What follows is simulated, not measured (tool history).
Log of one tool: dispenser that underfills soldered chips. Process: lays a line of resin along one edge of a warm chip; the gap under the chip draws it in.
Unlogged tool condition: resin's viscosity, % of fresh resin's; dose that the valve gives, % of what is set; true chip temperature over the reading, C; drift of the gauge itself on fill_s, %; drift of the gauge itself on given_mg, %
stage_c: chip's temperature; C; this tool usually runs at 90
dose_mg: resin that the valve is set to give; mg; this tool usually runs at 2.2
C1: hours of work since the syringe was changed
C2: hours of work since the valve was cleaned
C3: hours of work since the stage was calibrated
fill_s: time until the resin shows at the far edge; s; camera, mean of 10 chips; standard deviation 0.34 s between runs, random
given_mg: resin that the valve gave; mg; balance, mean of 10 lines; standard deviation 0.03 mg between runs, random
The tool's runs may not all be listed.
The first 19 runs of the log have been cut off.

{"hour": 181.1, "done": "new syringe of resin"}
{"run": 20, "hour": 182.3, "stage_c": 86, "dose_mg": 2.23, "C1": 1, "C2": 63, "C3": 278, "fill_s": 20.9, "given_mg": 2.21}
{"hour": 193.1, "done": "new syringe of resin"}
{"run": 21, "hour": 193.1, "stage_c": 90, "dose_mg": 2.45, "C1": 0, "C2": 70, "C3": 285, "fill_s": 16.2, "given_mg": 2.33}
{"run": 22, "hour": 199.1, "stage_c": 90, "dose_mg": 2.45, "C1": 4, "C2": 75, "C3": 289, "fill_s": 21.5, "given_mg": 2.32}
{"hour": 205.1, "done": "new syringe of resin"}
{"run": 23, "hour": 210.7, "stage_c": 90, "dose_mg": 2.45, "C1": 4, "C2": 83, "C3": 297, "fill_s": 20.8, "given_mg": 2.29}
{"hour": 217.4, "done": "new syringe of resin"}
{"run": 24, "hour": 217.9, "stage_c": 103, "dose_mg": 2.38, "C1": 0, "C2": 87, "C3": 302, "fill_s": 9.6, "given_mg": 2.18}
{"run": 25, "hour": 225.2, "stage_c": 97, "dose_mg": 2.89, "C1": 5, "C2": 93, "C3": 307, "fill_s": 15.6, "given_mg": 2.68}
{"hour": 230.2, "done": "new syringe of resin"}
{"run": 26, "hour": 238.4, "stage_c": 82, "dose_mg": 2.89, "C1": 6, "C2": 102, "C3": 316, "fill_s": 32.3, "given_mg": 2.67}
{"hour": 242.5, "done": "dispensing valve cleaned and set on the balance"}
{"hour": 243.6, "done": "new syringe of resin"}
{"run": 27, "hour": 252.3, "stage_c": 82, "dose_mg": 2.89, "C1": 6, "C2": 7, "C3": 325, "fill_s": 33.8, "given_mg": 2.88}
{"hour": 256.3, "done": "new syringe of resin"}
{"run": 28, "hour": 261.5, "stage_c": 82, "dose_mg": 2.89, "C1": 4, "C2": 13, "C3": 331, "fill_s": 28.8, "given_mg": 2.95}
{"hour": 268.2, "done": "new syringe of resin"}
{"run": 29, "hour": 274.7, "stage_c": 82, "dose_mg": 2.2, "C1": 5, "C2": 22, "C3": 341, "fill_s": 32.1, "given_mg": 2.16}
{"hour": 280.3, "done": "new syringe of resin"}
{"run": 30, "hour": 281.2, "stage_c": 82, "dose_mg": 2.2, "C1": 1, "C2": 26, "C3": 345, "fill_s": 25.7, "given_mg": 2.15}
{"run": 31, "hour": 289.3, "stage_c": 79, "dose_mg": 2.53, "C1": 6, "C2": 32, "C3": 351, "fill_s": 39.8, "given_mg": 2.44}
{"hour": 292.8, "done": "new syringe of resin"}
{"run": 32, "hour": 295.3, "stage_c": 79, "dose_mg": 2.53, "C1": 2, "C2": 36, "C3": 355, "fill_s": 30.8, "given_mg": 2.44}
{"run": 33, "hour": 303.1, "stage_c": 94, "dose_mg": 2.23, "C1": 7, "C2": 42, "C3": 360, "fill_s": 22, "given_mg": 2.16}
{"hour": 305.7, "done": "new syringe of resin"}
{"run": 34, "hour": 309.6, "stage_c": 92, "dose_mg": 2.61, "C1": 3, "C2": 46, "C3": 365, "fill_s": 17.3, "given_mg": 2.51}
{"hour": 317.8, "done": "new syringe of resin"}
{"run": 35, "hour": 319.3, "stage_c": 77, "dose_mg": 2.51, "C1": 1, "C2": 53, "C3": 371, "fill_s": 32.8, "given_mg": 2.46}

Forecast each of these 3 alternatives for the next run:
{"run": "A", "hour": 325.9, "stage_c": 90, "dose_mg": 2.19, "C1": 6, "C2": 57, "C3": 376, "fill_s": "?", "given_mg": "?"}
{"run": "B", "hour": 325.9, "stage_c": 102, "dose_mg": 2.32, "C1": 6, "C2": 57, "C3": 376, "fill_s": "?", "given_mg": "?"}
{"run": "C", "hour": 325.9, "stage_c": 101, "dose_mg": 2.2, "C1": 6, "C2": 57, "C3": 376, "fill_s": "?", "given_mg": "?"}

run=A fill_s=23.5 given_mg=2.1
run=B fill_s=14.1 given_mg=2.24
run=C fill_s=14.9 given_mg=2.08
The same runs, with their run-to-run variation unchanged, on a tool lacking any hidden condition would have given:
run=A fill_s=15.3 given_mg=2.19
run=B fill_s=9.4 given_mg=2.34
run=C fill_s=9.8 given_mg=2.18
